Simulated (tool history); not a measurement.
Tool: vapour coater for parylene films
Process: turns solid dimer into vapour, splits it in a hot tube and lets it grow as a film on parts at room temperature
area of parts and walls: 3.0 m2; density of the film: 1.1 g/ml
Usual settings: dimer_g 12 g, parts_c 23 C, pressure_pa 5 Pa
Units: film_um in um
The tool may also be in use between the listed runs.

run	day	dimer_g	parts_c	pressure_pa	film_um
1	0	12	23	5	2.21
2	0.508	12	16	5	3.01
3	1.021	7	23	5	1.24
4	1.567	7	23	5	1.25
5	1.888	7	23	5	1.3
6	2.162	7	23	5	1.27
7	2.738	7	23	5	1.27
8	3.292	12	23	2.49	2.42
9	3.733	12	23	4.26	2.21
10	4.088	12	23	5	2.15
11	4.417	12	23	5	2.15
12	4.896	12	23	4.57	2.18
13	5.346	12	23	5	2.11
14	5.792	12	23	5	2.1
15	6.292	12	23	5	2.13
16	6.854	12	23	5	2.16
17	7.462	12	23	6.54	2.03
18	8.025	12	23	6.54	2.02
19	8.55	12	23	5	2.09
20	8.917	12	23	5	2.07
21	9.25	12	23	5	2.04
22	9.558	12	23	5	2.07
23	10.15	12	23	5	2.09
24	10.579	12	25	5	1.92
25	11.167	22	15	4.58	5.5
26	11.779	22	15	4.58	5.66
27	12.108	11	15	3.52	2.9
28	12.667	13	17	11.8	2.62
29	13.05	21	20	5	4.18
30	13.521	5	23	5	0.84
# day 13.738: trap's valve overhauled
31	14.171	12	19	3.23	2.54
32	14.6	7	30	4.05	0.89
# day 15.104: trap's valve overhauled, once more
33	15.304	7	30	4.05	0.98
34	15.696	9	23	5	1.69
35	16.338	11	33	5	1.32
36	16.912	9	30	5.65	1.18
37	17.446	12	15	8.45	3.04
38	17.867	12	15	8.45	3.04
39	18.196	12	15	9.46	3.02
40	18.75	12	24	7.24	2.02
41	19.283	12	24	7.24	2.06
42	19.788	11	30	2.19	1.69
43	20.429	11	30	2.19	1.7
44	20.846	7	16	4.1	1.86
45	21.458	16	16	4.1	4.18
46	21.921	16	16	4.1	4.14
47	22.362	16	16	4.1	4.24
48	22.946	6	19	4.1	1.33

Measured less the same run without the tool's hidden state. The same run-to-run variation is in both; the gauge's scatter may not be:
The hidden state here: vapour lost through the trap's worn valve, %; true temperature of the parts over the reading, C; drift of the gauge itself on film_um, %.
run	film_um
1	-0.12
2	-0.18
3	-0.08
4	-0.08
5	-0.08
6	-0.08
7	-0.08
8	-0.17
9	-0.17
10	-0.16
11	-0.16
12	-0.17
13	-0.18
14	-0.17
15	-0.18
16	-0.19
17	-0.18
18	-0.18
19	-0.2
20	-0.21
21	-0.2
22	-0.21
23	-0.21
24	-0.21
25	-0.59
26	-0.63
27	-0.32
28	-0.3
29	-0.49
30	-0.1
31	-0.38
32	-0.13
33	-0.01
34	-0.03
35	-0.02
36	-0.02
37	-0.06
38	-0.06
39	-0.07
40	-0.05
41	-0.06
42	-0.05
43	-0.05
44	-0.07
45	-0.16
46	-0.16
47	-0.18
48	-0.06
